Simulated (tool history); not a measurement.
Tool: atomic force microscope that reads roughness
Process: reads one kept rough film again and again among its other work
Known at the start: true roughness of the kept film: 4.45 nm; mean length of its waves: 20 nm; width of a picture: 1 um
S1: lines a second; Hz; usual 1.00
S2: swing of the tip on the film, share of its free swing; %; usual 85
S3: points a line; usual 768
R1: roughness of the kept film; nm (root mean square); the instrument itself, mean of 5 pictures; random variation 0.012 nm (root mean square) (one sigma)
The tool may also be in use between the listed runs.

run 1 hour=0.0 | S1=1.00 S2=85 S3=768 | R1=2.554
run 2 hour=39.1 | S1=1.00 S2=55 S3=768 | R1=2.146
-- hour=46.8 new tip fitted
run 3 hour=60.3 | S1=1.00 S2=85 S3=768 | R1=2.507
run 4 hour=83.0 | S1=1.00 S2=85 S3=768 | R1=2.075
-- hour=103.0 new tip fitted
run 5 hour=118.3 | S1=1.00 S2=85 S3=768 | R1=2.405
-- hour=159.7 new tip fitted
run 6 hour=160.6 | S1=1.00 S2=72 S3=768 | R1=2.834
run 7 hour=186.7 | S1=3.45 S2=72 S3=768 | R1=2.028
-- hour=215.9 new tip fitted
run 8 hour=216.4 | S1=1.38 S2=85 S3=768 | R1=2.682
run 9 hour=239.9 | S1=1.38 S2=85 S3=768 | R1=2.211
run 10 hour=263.0 | S1=1.38 S2=85 S3=768 | R1=1.867
-- hour=273.6 new tip fitted
run 11 hour=288.7 | S1=1.38 S2=85 S3=768 | R1=2.374
run 12 hour=309.3 | S1=3.11 S2=85 S3=768 | R1=1.745
-- hour=328.7 new tip fitted
run 13 hour=351.1 | S1=3.11 S2=85 S3=768 | R1=1.944
run 14 hour=375.4 | S1=3.11 S2=85 S3=768 | R1=1.644
-- hour=384.3 new tip fitted
run 15 hour=396.1 | S1=3.11 S2=85 S3=768 | R1=2.091
run 16 hour=434.2 | S1=3.11 S2=85 S3=768 | R1=1.595
-- hour=440.4 new tip fitted
run 17 hour=477.1 | S1=2.69 S2=76 S3=768 | R1=2.035
-- hour=496.1 new tip fitted
run 18 hour=504.7 | S1=2.69 S2=76 S3=768 | R1=2.350
run 19 hour=525.1 | S1=1.00 S2=88 S3=380 | R1=2.111
-- hour=553.0 new tip fitted
run 20 hour=562.2 | S1=2.95 S2=88 S3=383 | R1=2.031
run 21 hour=582.6 | S1=2.95 S2=88 S3=383 | R1=1.696
-- hour=609.4 new tip fitted
run 22 hour=623.3 | S1=0.93 S2=72 S3=383 | R1=2.535
-- hour=664.8 new tip fitted
run 23 hour=666.7 | S1=0.55 S2=72 S3=531 | R1=2.854
run 24 hour=701.9 | S1=1.00 S2=88 S3=768 | R1=2.020
-- hour=723.6 new tip fitted
run 25 hour=737.8 | S1=1.00 S2=88 S3=768 | R1=2.403
-- hour=780.5 new tip fitted
run 26 hour=781.2 | S1=0.65 S2=68 S3=768 | R1=2.990
run 27 hour=810.8 | S1=0.63 S2=78 S3=404 | R1=2.281
-- hour=836.3 new tip fitted
run 28 hour=836.3 | S1=0.62 S2=85 S3=419 | R1=2.845
run 29 hour=880.8 | S1=0.63 S2=79 S3=353 | R1=2.120

4 ways to go on from here, each from the tool as it stands after run 29. What would each give?
-- hour=891.8 new tip fitted
run A hour=910.1 | S1=1.00 S2=85 S3=792 | R1=?
-- hour=891.8 new tip fitted
run B hour=910.1 | S1=0.57 S2=65 S3=353 | R1=?
-- hour=891.8 new tip fitted
run C hour=910.1 | S1=0.63 S2=57 S3=353 | R1=?
-- hour=891.8 new tip fitted
run D hour=910.1 | S1=0.63 S2=79 S3=952 | R1=?

run=A R1=2.364
run=B R1=2.527
run=C R1=2.536
run=D R1=2.504
Without the tool's hidden state the same runs would have given:
run=A R1=2.775
run=B R1=2.966
run=C R1=2.977
run=D R1=2.940
